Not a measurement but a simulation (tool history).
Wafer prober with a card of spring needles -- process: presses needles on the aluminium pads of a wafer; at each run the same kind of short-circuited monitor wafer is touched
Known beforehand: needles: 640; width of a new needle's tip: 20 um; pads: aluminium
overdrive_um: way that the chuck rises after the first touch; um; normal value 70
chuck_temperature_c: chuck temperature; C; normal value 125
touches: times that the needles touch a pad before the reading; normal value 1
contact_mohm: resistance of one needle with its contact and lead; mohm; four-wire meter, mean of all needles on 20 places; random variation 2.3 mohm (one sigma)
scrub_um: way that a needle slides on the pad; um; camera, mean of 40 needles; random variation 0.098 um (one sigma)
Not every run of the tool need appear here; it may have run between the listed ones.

run   hour  overdrive_um  chuck_temperature_c  touches  contact_mohm  scrub_um
  1      0            70                  125        1           258      17.9
      22.7  -- tips cleaned on abrasive film
  2   28.5            70                  125        1           257     17.94
      45.4  -- tips cleaned on abrasive film
  3   61.3            70                  125        1           265     17.97
      67.1  -- tips cleaned on abrasive film
      90.3  -- tips cleaned on abrasive film
  4   90.3            70                  125        1           261     17.96
     113.2  -- tips cleaned on abrasive film
  5    120            70                  125        1           259     18.06
     137.2  -- tips cleaned on abrasive film
  6  142.5            70                  125        1           255      17.9
     159.6  -- tips cleaned on abrasive film
  7  172.6            70                   92        2           248        18
     182.4  -- tips cleaned on abrasive film
  8  198.8            56                   94        1           255     14.41
     206.5  -- tips cleaned on abrasive film
     229.4  -- tips cleaned on abrasive film
  9  229.4            70                   45        2           236     18.07
     250.8  -- tips cleaned on abrasive film
 10  254.2            78                   69        1           242     20.16
     272.5  -- tips cleaned on abrasive film
     295.5  -- tips cleaned on abrasive film
 11  295.5            78                   70        2           244     20.14

Alternative continuations, all from the tool just after run 11; predict every row:
     318.8  -- tips cleaned on abrasive film
  A  331.2            53                   75        2             ?         ?
     318.8  -- tips cleaned on abrasive film
  B  331.2            78                   70        2             ?         ?
     318.8  -- tips cleaned on abrasive film
  C  331.2            70                   32        2             ?         ?
     318.8  -- tips cleaned on abrasive film
  D  331.2            59                   34        2             ?         ?

run  contact_mohm  scrub_um
  A           249     13.64
  B           244     20.25
  C           235     18.15
  D           236     15.09
Stripped of hidden state, with their random variation kept, the same runs would have yielded:
run  contact_mohm  scrub_um
  A           249     13.55
  B           243      20.1
  C           235     18.02
  D           235     14.98
